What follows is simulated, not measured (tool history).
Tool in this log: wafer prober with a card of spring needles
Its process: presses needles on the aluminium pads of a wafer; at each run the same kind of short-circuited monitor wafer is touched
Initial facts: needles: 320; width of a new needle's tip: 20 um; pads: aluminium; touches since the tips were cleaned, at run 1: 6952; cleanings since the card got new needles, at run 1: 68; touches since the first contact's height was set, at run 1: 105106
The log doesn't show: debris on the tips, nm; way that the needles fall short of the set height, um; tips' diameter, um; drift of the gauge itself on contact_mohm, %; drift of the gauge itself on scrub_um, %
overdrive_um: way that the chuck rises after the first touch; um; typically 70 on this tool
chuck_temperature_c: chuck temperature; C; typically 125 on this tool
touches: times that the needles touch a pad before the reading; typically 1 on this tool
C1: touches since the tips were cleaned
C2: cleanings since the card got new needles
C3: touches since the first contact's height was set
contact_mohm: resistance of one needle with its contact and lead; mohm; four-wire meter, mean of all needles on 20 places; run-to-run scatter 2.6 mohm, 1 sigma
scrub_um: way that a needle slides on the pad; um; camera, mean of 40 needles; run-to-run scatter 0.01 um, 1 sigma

Run 1, day 0.000: usual settings; C1 6952; C2 68; C3 105106. Result: contact_mohm 427 mohm, scrub_um 17.83 um.
At day 0.208: tips cleaned on abrasive film.
At day 0.829: tips cleaned on abrasive film.
Run 2, day 1.421: usual settings; C1 8153; C2 70; C3 124536. Result: contact_mohm 418 mohm, scrub_um 17.79 um.
At day 1.546: tips cleaned on abrasive film.
At day 2.221: tips cleaned on abrasive film.
At day 2.512: height of the first contact set anew.
At day 2.862: tips cleaned on abrasive film.
Run 3, day 2.862: usual settings but chuck_temperature_c 38 C; C1 0; C2 73; C3 4760. Result: contact_mohm 288 mohm, scrub_um 17.69 um.
At day 3.492: tips cleaned on abrasive film.
Run 4, day 4.017: usual settings but chuck_temperature_c 38 C; C1 7232; C2 74; C3 20597. Result: contact_mohm 412 mohm, scrub_um 17.67 um.
At day 4.171: tips cleaned on abrasive film.
At day 4.867: tips cleaned on abrasive film.
Run 5, day 4.867: usual settings but chuck_temperature_c 38 C; C1 0; C2 76; C3 32159. Result: contact_mohm 290 mohm, scrub_um 17.63 um.
At day 5.488: tips cleaned on abrasive film.
Run 6, day 5.592: usual settings; C1 1462; C2 77; C3 42109. Result: contact_mohm 374 mohm, scrub_um 17.61 um.
At day 6.104: tips cleaned on abrasive film.
Run 7, day 6.388: usual settings; C1 3903; C2 78; C3 52966. Result: contact_mohm 412 mohm, scrub_um 17.60 um.
At day 6.792: tips cleaned on abrasive film.
Run 8, day 7.329: usual settings; C1 7415; C2 79; C3 65874. Result: contact_mohm 426 mohm, scrub_um 17.58 um.
At day 7.450: tips cleaned on abrasive film.
At day 8.142: tips cleaned on abrasive film.
At day 8.775: tips cleaned on abrasive film.
Run 9, day 8.775: usual settings; C1 0; C2 82; C3 85625. Result: contact_mohm 318 mohm, scrub_um 17.53 um.
At day 9.475: tips cleaned on abrasive film.
At day 9.662: height of the first contact set anew, once more.
Run 10, day 10.021: usual settings but touches 2; C1 7327; C2 83; C3 4927. Result: contact_mohm 375 mohm, scrub_um 18.00 um.
At day 10.175: tips cleaned on abrasive film.
At day 10.850: tips cleaned on abrasive film.
Run 11, day 10.967: usual settings but touches 2; C1 1611; C2 85; C3 17823. Result: contact_mohm 343 mohm, scrub_um 17.96 um.
At day 11.525: tips cleaned on abrasive film.
At day 12.221: tips cleaned on abrasive film.
Run 12, day 12.238: usual settings but chuck_temperature_c 93 C, touches 2; C1 227; C2 87; C3 35170. Result: contact_mohm 307 mohm, scrub_um 17.93 um.
At day 12.883: tips cleaned on abrasive film.
At day 13.608: tips cleaned on abrasive film.
Run 13, day 13.712: usual settings but overdrive_um 89 um, chuck_temperature_c 79 C; C1 1457; C2 89; C3 55394. Result: contact_mohm 337 mohm, scrub_um 22.80 um.
At day 14.254: tips cleaned on abrasive film.
Run 14, day 14.529: usual settings but chuck_temperature_c 57 C; C1 3781; C2 90; C3 66524. Result: contact_mohm 402 mohm, scrub_um 17.90 um.
At day 14.904: tips cleaned on abrasive film.
At day 15.538: tips cleaned on abrasive film.
Run 15, day 16.100: usual settings but overdrive_um 88 um, chuck_temperature_c 69 C; C1 7732; C2 92; C3 88048. Result: contact_mohm 372 mohm, scrub_um 22.49 um.
At day 16.183: tips cleaned on abrasive film.
At day 16.912: tips cleaned on abrasive film.
Run 16, day 17.467: usual settings but overdrive_um 69 um, chuck_temperature_c 95 C; C1 7610; C2 94; C3 106718. Result: contact_mohm 425 mohm, scrub_um 17.57 um.
At day 17.612: tips cleaned on abrasive film.
At day 18.233: tips cleaned on abrasive film.
At day 18.858: tips cleaned on abrasive film.
Run 17, day 19.029: usual settings but overdrive_um 69 um, chuck_temperature_c 77 C; C1 2379; C2 97; C3 128071. Result: contact_mohm 377 mohm, scrub_um 17.52 um.
At day 19.479: tips cleaned on abrasive film.
At day 19.850: height of the first contact set anew.
Run 18, day 19.858: usual settings but overdrive_um 69 um, chuck_temperature_c 77 C; C1 5044; C2 98; C3 94. Result: contact_mohm 410 mohm, scrub_um 17.75 um.
At day 20.150: tips cleaned on abrasive film.
At day 20.883: tips cleaned on abrasive film.
Run 19, day 21.267: usual settings but overdrive_um 79 um, chuck_temperature_c 69 C; C1 5266; C2 100; C3 19351. Result: contact_mohm 387 mohm, scrub_um 20.30 um.
At day 21.629: tips cleaned on abrasive film.
At day 22.304: tips cleaned on abrasive film.
Run 20, day 22.338: usual settings but overdrive_um 79 um, chuck_temperature_c 69 C; C1 456; C2 102; C3 34000. Result: contact_mohm 306 mohm, scrub_um 20.24 um.

Forecast each of these 5 alternatives for the next run:
At day 22.921: tips cleaned on abrasive film.
Run A, day 23.504: usual settings but overdrive_um 55 um, chuck_temperature_c 25 C, touches 2; C1 8015; C2 103; C3 49978. Result: contact_mohm ?, scrub_um ?.
At day 22.921: tips cleaned on abrasive film.
Run B, day 23.504: usual settings but overdrive_um 79 um, chuck_temperature_c 74 C; C1 8015; C2 103; C3 49978. Result: contact_mohm ?, scrub_um ?.
At day 22.921: tips cleaned on abrasive film.
Run C, day 23.504: usual settings but overdrive_um 52 um, chuck_temperature_c 46 C, touches 2; C1 8015; C2 103; C3 49978. Result: contact_mohm ?, scrub_um ?.
At day 22.921: tips cleaned on abrasive film.
Run D, day 23.504: usual settings but overdrive_um 77 um, chuck_temperature_c 50 C; C1 8015; C2 103; C3 49978. Result: contact_mohm ?, scrub_um ?.
At day 22.921: tips cleaned on abrasive film.
Run E, day 23.504: usual settings but overdrive_um 56 um, chuck_temperature_c 60 C, touches 3; C1 8015; C2 103; C3 49978. Result: contact_mohm ?, scrub_um ?.

run  contact_mohm  scrub_um
  A           410     14.07
  B           392     20.21
  C           426     13.29
  D           395     19.73
  E           364     14.34
With the hidden condition removed and each run's random variation left untouched, the same runs would have given:
run  contact_mohm  scrub_um
  A           281     14.15
  B           287     20.28
  C           288     13.36
  D           281     19.80
  E           292     14.41

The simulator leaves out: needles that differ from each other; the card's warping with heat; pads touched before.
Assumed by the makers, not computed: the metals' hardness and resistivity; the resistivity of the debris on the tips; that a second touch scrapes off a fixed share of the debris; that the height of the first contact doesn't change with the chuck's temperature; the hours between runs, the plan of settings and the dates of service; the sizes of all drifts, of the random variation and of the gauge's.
